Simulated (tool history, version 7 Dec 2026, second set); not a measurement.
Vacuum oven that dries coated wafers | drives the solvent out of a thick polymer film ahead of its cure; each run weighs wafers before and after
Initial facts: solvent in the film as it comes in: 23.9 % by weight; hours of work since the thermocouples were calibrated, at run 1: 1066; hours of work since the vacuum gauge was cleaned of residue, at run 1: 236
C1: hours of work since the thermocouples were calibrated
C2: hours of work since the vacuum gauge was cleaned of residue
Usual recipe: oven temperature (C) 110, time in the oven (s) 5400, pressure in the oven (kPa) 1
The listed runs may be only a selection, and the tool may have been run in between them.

{"run": 1, "hour": 0.0, "oven temperature (C)": 110, "time in the oven (s)": 5400, "pressure in the oven (kPa)": 1, "C1": 1066, "C2": 236, "solvent left in the film (%)": 4.9}
{"run": 2, "hour": 21.9, "oven temperature (C)": 110, "time in the oven (s)": 5400, "pressure in the oven (kPa)": 1, "C1": 1077, "C2": 246, "solvent left in the film (%)": 4.98}
{"run": 3, "hour": 42.9, "oven temperature (C)": 110, "time in the oven (s)": 5400, "pressure in the oven (kPa)": 1, "C1": 1086, "C2": 256, "solvent left in the film (%)": 4.93}
{"run": 4, "hour": 57.1, "oven temperature (C)": 110, "time in the oven (s)": 5400, "pressure in the oven (kPa)": 1, "C1": 1093, "C2": 262, "solvent left in the film (%)": 5.12}
{"run": 5, "hour": 71.7, "oven temperature (C)": 110, "time in the oven (s)": 5400, "pressure in the oven (kPa)": 1, "C1": 1100, "C2": 269, "solvent left in the film (%)": 4.97}
{"run": 6, "hour": 92.9, "oven temperature (C)": 110, "time in the oven (s)": 5400, "pressure in the oven (kPa)": 0.69, "C1": 1110, "C2": 279, "solvent left in the film (%)": 4.89}
{"run": 7, "hour": 103.5, "oven temperature (C)": 110, "time in the oven (s)": 5400, "pressure in the oven (kPa)": 0.69, "C1": 1115, "C2": 284, "solvent left in the film (%)": 4.93}
{"run": 8, "hour": 126.6, "oven temperature (C)": 110, "time in the oven (s)": 4800, "pressure in the oven (kPa)": 0.69, "C1": 1125, "C2": 294, "solvent left in the film (%)": 5.71}
{"run": 9, "hour": 143.3, "oven temperature (C)": 110, "time in the oven (s)": 4740, "pressure in the oven (kPa)": 1, "C1": 1133, "C2": 302, "solvent left in the film (%)": 5.85}
{"run": 10, "hour": 156.8, "oven temperature (C)": 110, "time in the oven (s)": 4740, "pressure in the oven (kPa)": 1, "C1": 1139, "C2": 308, "solvent left in the film (%)": 6.03}
{"run": 11, "hour": 181.2, "oven temperature (C)": 96, "time in the oven (s)": 4140, "pressure in the oven (kPa)": 0.66, "C1": 1151, "C2": 320, "solvent left in the film (%)": 11.22}
{"run": 12, "hour": 198.0, "oven temperature (C)": 122, "time in the oven (s)": 5400, "pressure in the oven (kPa)": 1.79, "C1": 1158, "C2": 328, "solvent left in the film (%)": 2.12}
{"run": 13, "hour": 222.2, "oven temperature (C)": 122, "time in the oven (s)": 5400, "pressure in the oven (kPa)": 1.79, "C1": 1170, "C2": 339, "solvent left in the film (%)": 2.06}
{"run": 14, "hour": 240.0, "oven temperature (C)": 110, "time in the oven (s)": 5400, "pressure in the oven (kPa)": 1.39, "C1": 1178, "C2": 347, "solvent left in the film (%)": 5.23}
{"run": 15, "hour": 257.5, "oven temperature (C)": 121, "time in the oven (s)": 5100, "pressure in the oven (kPa)": 0.96, "C1": 1186, "C2": 355, "solvent left in the film (%)": 2.4}
{"run": 16, "hour": 275.1, "oven temperature (C)": 121, "time in the oven (s)": 5100, "pressure in the oven (kPa)": 0.96, "C1": 1194, "C2": 363, "solvent left in the film (%)": 2.33}
{"run": 17, "hour": 300.1, "oven temperature (C)": 97, "time in the oven (s)": 9360, "pressure in the oven (kPa)": 1.2, "C1": 1206, "C2": 375, "solvent left in the film (%)": 6.01}
{"run": 18, "hour": 314.2, "oven temperature (C)": 123, "time in the oven (s)": 5580, "pressure in the oven (kPa)": 0.55, "C1": 1212, "C2": 382, "solvent left in the film (%)": 1.56}
{"run": 19, "hour": 338.4, "oven temperature (C)": 123, "time in the oven (s)": 5580, "pressure in the oven (kPa)": 0.55, "C1": 1224, "C2": 393, "solvent left in the film (%)": 1.6}
{"run": 20, "hour": 349.2, "oven temperature (C)": 123, "time in the oven (s)": 5580, "pressure in the oven (kPa)": 0.55, "C1": 1229, "C2": 398, "solvent left in the film (%)": 1.54}

Had the tool no unlogged condition, and each run kept its random variation, what would the results have been?
Hidden state present: true wafer temperature over the reading, C; true pressure over the reading, kPa; drift of the gauge itself on solvent_pct, %.
run=1 solvent_left_in_the_film_(%)=4.21
run=2 solvent_left_in_the_film_(%)=4.28
run=3 solvent_left_in_the_film_(%)=4.22
run=4 solvent_left_in_the_film_(%)=4.38
run=5 solvent_left_in_the_film_(%)=4.25
run=6 solvent_left_in_the_film_(%)=4.16
run=7 solvent_left_in_the_film_(%)=4.2
run=8 solvent_left_in_the_film_(%)=4.93
run=9 solvent_left_in_the_film_(%)=5.07
run=10 solvent_left_in_the_film_(%)=5.23
run=11 solvent_left_in_the_film_(%)=10.43
run=12 solvent_left_in_the_film_(%)=1.67
run=13 solvent_left_in_the_film_(%)=1.61
run=14 solvent_left_in_the_film_(%)=4.43
run=15 solvent_left_in_the_film_(%)=1.88
run=16 solvent_left_in_the_film_(%)=1.81
run=17 solvent_left_in_the_film_(%)=5.07
run=18 solvent_left_in_the_film_(%)=1.15
run=19 solvent_left_in_the_film_(%)=1.18
run=20 solvent_left_in_the_film_(%)=1.13
